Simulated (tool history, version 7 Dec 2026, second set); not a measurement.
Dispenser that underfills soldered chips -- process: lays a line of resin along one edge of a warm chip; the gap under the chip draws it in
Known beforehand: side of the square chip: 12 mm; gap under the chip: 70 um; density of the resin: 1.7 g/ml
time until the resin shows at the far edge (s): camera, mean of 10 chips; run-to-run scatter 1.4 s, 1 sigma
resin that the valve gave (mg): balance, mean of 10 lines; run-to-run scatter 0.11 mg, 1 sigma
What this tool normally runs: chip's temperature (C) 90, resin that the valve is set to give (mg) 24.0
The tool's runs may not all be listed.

run,hour,chip's temperature (C),resin that the valve is set to give (mg),time until the resin shows at the far edge (s),resin that the valve gave (mg)
1,0.0,90,24.0,215.4,22.86
# hour 7.2: new syringe of resin
2,8.0,90,24.0,147.5,22.92
3,14.2,90,24.0,190.0,22.62
# hour 24.5: new syringe of resin
4,24.5,90,20.7,155.3,19.56
5,36.4,90,25.0,229.7,23.14
# hour 41.9: new syringe of resin
6,47.1,90,27.5,170.8,25.34
7,52.3,90,21.0,227.4,19.15
# hour 59.4: new syringe of resin
8,62.1,90,21.0,174.4,18.98
9,68.2,90,28.1,198.0,25.62
10,74.5,90,28.1,258.9,25.40
# hour 77.2: new syringe of resin
11,83.2,90,22.2,187.6,20.02

Run 12 is up next; what results do you expect?
# hour 87.3: dispensing valve cleaned and set on the balance
12,91.7,90,22.2,?,?

time until the resin shows at the far edge (s): 245.9
resin that the valve gave (mg): 22.26
With the hidden condition absent and the run-to-run variation left alone, this run would have shown time until the resin shows at the far edge (s) 142.3, resin that the valve gave (mg) 22.31.
